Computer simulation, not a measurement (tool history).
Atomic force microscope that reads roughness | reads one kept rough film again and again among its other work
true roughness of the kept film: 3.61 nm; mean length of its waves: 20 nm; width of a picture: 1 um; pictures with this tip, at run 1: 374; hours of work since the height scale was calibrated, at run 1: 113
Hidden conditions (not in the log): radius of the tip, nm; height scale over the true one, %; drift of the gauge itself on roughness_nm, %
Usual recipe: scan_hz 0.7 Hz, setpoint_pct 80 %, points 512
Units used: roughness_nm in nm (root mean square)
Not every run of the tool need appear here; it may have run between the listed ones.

run  hour  scan_hz  setpoint_pct  points  pictures with this tip  hours of work since the height scale was calibrated  roughness_nm
  1     0      0.7            80     512                     374                                                  113          1.99
  2  10.1      0.7            80     512                     385                                                  118         1.961
  3  21.1      0.7            63     512                     397                                                  123         2.016
     22.6  -- new tip fitted
  4  27.3      0.7            63     512                       5                                                  126         2.932
  5  33.3      0.7            63     512                      11                                                  128          2.94
  6    40      0.7            63     512                      18                                                  131         2.907
  7  50.4      0.7            81     512                      29                                                  136         2.754
  8  59.3      0.7            83     257                      39                                                  140         2.639
  9  69.4      0.7            83     257                      50                                                  145         2.624
 10  79.9    1.714            80     309                      61                                                  149         2.459
 11  88.5    0.785            55     512                      70                                                  153         2.749
 12  97.8    1.864            76     535                      80                                                  158         2.474

Here are 5 independent what-if runs from the current tool condition. What would each one return?
  A  108.2    0.726            80     946                      91                                                  162             ?
  B  108.2    2.097            75     437                      91                                                  162             ?
  C  108.2    2.504            58     960                      91                                                  162             ?
  D  108.2    3.512            66     895                      91                                                  162             ?
  E  108.2     1.22            55     362                      91                                                  162             ?

run  roughness_nm
  A         2.614
  B         2.429
  C         2.599
  D         2.436
  E         2.621
What these runs would have given with no unlogged condition in the tool:
run  roughness_nm
  A         2.909
  B         2.703
  C         2.892
  D         2.712
  E         2.918
